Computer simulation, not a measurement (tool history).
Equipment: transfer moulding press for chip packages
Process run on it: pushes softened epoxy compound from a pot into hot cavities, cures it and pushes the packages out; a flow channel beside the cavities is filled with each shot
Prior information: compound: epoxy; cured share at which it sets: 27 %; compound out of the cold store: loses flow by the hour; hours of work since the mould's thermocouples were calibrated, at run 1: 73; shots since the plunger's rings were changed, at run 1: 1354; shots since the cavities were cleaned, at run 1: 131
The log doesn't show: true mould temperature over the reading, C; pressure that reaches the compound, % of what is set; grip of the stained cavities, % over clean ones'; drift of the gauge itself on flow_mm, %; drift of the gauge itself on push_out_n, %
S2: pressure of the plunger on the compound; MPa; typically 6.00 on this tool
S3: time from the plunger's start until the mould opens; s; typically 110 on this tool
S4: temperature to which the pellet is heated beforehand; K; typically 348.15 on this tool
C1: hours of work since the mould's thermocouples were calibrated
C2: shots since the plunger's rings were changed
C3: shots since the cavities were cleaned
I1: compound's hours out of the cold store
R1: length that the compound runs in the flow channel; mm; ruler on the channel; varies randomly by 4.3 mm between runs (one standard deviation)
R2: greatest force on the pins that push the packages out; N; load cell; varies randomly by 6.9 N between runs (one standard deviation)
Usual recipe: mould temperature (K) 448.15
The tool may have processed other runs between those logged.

run 1 day=0.000 | mould_temperature_(K)=448.15 S2=6.00 S3=110 S4=348.15 | C1=73 C2=1354 C3=131 | I1=29.4 | R1=649 R2=348
run 2 day=0.250 | mould_temperature_(K)=448.15 S2=6.00 S3=110 S4=348.15 | C1=77 C2=1413 C3=190 | I1=32.2 | R1=643 R2=359
run 3 day=0.708 | mould_temperature_(K)=448.15 S2=6.00 S3=110 S4=348.15 | C1=83 C2=1520 C3=297 | I1=15.3 | R1=693 R2=411
run 4 day=1.196 | mould_temperature_(K)=448.15 S2=6.00 S3=110 S4=348.15 | C1=90 C2=1636 C3=413 | I1=40.3 | R1=625 R2=390
run 5 day=1.688 | mould_temperature_(K)=448.15 S2=6.00 S3=110 S4=348.15 | C1=97 C2=1752 C3=529 | I1=13.9 | R1=685 R2=424
-- day=2.154 cavities cleaned with cleaning compound and waxed
run 6 day=2.192 | mould_temperature_(K)=448.15 S2=6.00 S3=110 S4=348.15 | C1=104 C2=1856 C3=9 | I1=40.7 | R1=616 R2=299
run 7 day=2.508 | mould_temperature_(K)=448.15 S2=6.00 S3=110 S4=348.15 | C1=108 C2=1931 C3=84 | I1=16.6 | R1=679 R2=330
run 8 day=2.983 | mould_temperature_(K)=448.15 S2=6.00 S3=110 S4=348.15 | C1=115 C2=2042 C3=195 | I1=38.2 | R1=618 R2=347
run 9 day=3.475 | mould_temperature_(K)=448.15 S2=6.00 S3=110 S4=346.15 | C1=122 C2=2159 C3=312 | I1=31.1 | R1=636 R2=373
run 10 day=3.908 | mould_temperature_(K)=448.15 S2=4.82 S3=110 S4=348.15 | C1=129 C2=2261 C3=414 | I1=12.3 | R1=621 R2=437
run 11 day=4.262 | mould_temperature_(K)=448.15 S2=6.00 S3=110 S4=348.15 | C1=134 C2=2345 C3=498 | I1=10.4 | R1=686 R2=440
run 12 day=4.704 | mould_temperature_(K)=448.15 S2=6.00 S3=110 S4=348.15 | C1=140 C2=2449 C3=602 | I1=27.0 | R1=644 R2=441
-- day=4.817 cavities cleaned with cleaning compound and waxed
run 13 day=5.221 | mould_temperature_(K)=448.15 S2=6.00 S3=110 S4=348.15 | C1=147 C2=2556 C3=95 | I1=16.5 | R1=674 R2=336
run 14 day=5.546 | mould_temperature_(K)=448.15 S2=6.00 S3=110 S4=348.15 | C1=152 C2=2633 C3=172 | I1=18.1 | R1=665 R2=368
run 15 day=5.929 | mould_temperature_(K)=452.15 S2=5.11 S3=104 S4=358.15 | C1=157 C2=2724 C3=263 | I1=19.3 | R1=598 R2=323
run 16 day=6.458 | mould_temperature_(K)=443.15 S2=6.00 S3=137 S4=348.15 | C1=165 C2=2848 C3=387 | I1=30.3 | R1=651 R2=388
run 17 day=6.696 | mould_temperature_(K)=443.15 S2=6.00 S3=137 S4=348.15 | C1=168 C2=2904 C3=443 | I1=29.3 | R1=655 R2=394
run 18 day=6.946 | mould_temperature_(K)=443.15 S2=6.00 S3=137 S4=348.15 | C1=172 C2=2963 C3=502 | I1=18.6 | R1=679 R2=410
run 19 day=7.367 | mould_temperature_(K)=443.15 S2=6.00 S3=137 S4=348.15 | C1=178 C2=3062 C3=601 | I1=46.2 | R1=596 R2=395
-- day=7.521 cavities cleaned with cleaning compound and waxed
run 20 day=7.662 | mould_temperature_(K)=448.15 S2=6.00 S3=112 S4=348.15 | C1=181 C2=3117 C3=33 | I1=39.7 | R1=600 R2=296
-- day=8.038 plunger's sealing rings changed
run 21 day=8.038 | mould_temperature_(K)=448.15 S2=6.00 S3=112 S4=348.15 | C1=185 C2=0 C3=98 | I1=22.6 | R1=692 R2=338
run 22 day=8.292 | mould_temperature_(K)=442.15 S2=6.00 S3=112 S4=352.15 | C1=189 C2=59 C3=157 | I1=15.6 | R1=733 R2=569
run 23 day=8.846 | mould_temperature_(K)=449.15 S2=6.00 S3=109 S4=356.15 | C1=197 C2=190 C3=288 | I1=35.2 | R1=654 R2=341
run 24 day=9.338 | mould_temperature_(K)=449.15 S2=6.00 S3=109 S4=356.15 | C1=204 C2=306 C3=404 | I1=43.1 | R1=636 R2=381
run 25 day=9.738 | mould_temperature_(K)=449.15 S2=6.00 S3=109 S4=356.15 | C1=210 C2=401 C3=499 | I1=44.6 | R1=627 R2=384
-- day=10.300 cavities cleaned with cleaning compound and waxed
run 26 day=10.321 | mould_temperature_(K)=440.15 S2=6.00 S3=99 S4=348.15 | C1=217 C2=523 C3=5 | I1=26.6 | R1=694 R2=714
run 27 day=10.592 | mould_temperature_(K)=446.15 S2=6.00 S3=93 S4=348.15 | C1=221 C2=587 C3=69 | I1=33.0 | R1=658 R2=565
run 28 day=10.962 | mould_temperature_(K)=446.15 S2=6.00 S3=93 S4=348.15 | C1=227 C2=675 C3=157 | I1=16.7 | R1=696 R2=647

Below are 4 alternative next runs, each starting from the tool's condition after run 28. Predict each:
run A day=11.271 | mould_temperature_(K)=448.15 S2=6.00 S3=110 S4=345.15 | C1=231 C2=748 C3=230 | I1=41.7 | R1=? R2=?
run B day=11.271 | mould_temperature_(K)=456.15 S2=6.05 S3=93 S4=344.15 | C1=231 C2=748 C3=230 | I1=9.3 | R1=? R2=?
run C day=11.271 | mould_temperature_(K)=448.15 S2=4.76 S3=105 S4=356.15 | C1=231 C2=748 C3=230 | I1=12.0 | R1=? R2=?
run D day=11.271 | mould_temperature_(K)=448.15 S2=6.45 S3=93 S4=343.15 | C1=231 C2=748 C3=230 | I1=17.4 | R1=? R2=?

run=A R1=627 R2=366
run=B R1=696 R2=327
run=C R1=627 R2=429
run=D R1=724 R2=588
Had the tool no hidden state, the same runs would have come out as:
run=A R1=634 R2=275
run=B R1=705 R2=250
run=C R1=634 R2=322
run=D R1=732 R2=439

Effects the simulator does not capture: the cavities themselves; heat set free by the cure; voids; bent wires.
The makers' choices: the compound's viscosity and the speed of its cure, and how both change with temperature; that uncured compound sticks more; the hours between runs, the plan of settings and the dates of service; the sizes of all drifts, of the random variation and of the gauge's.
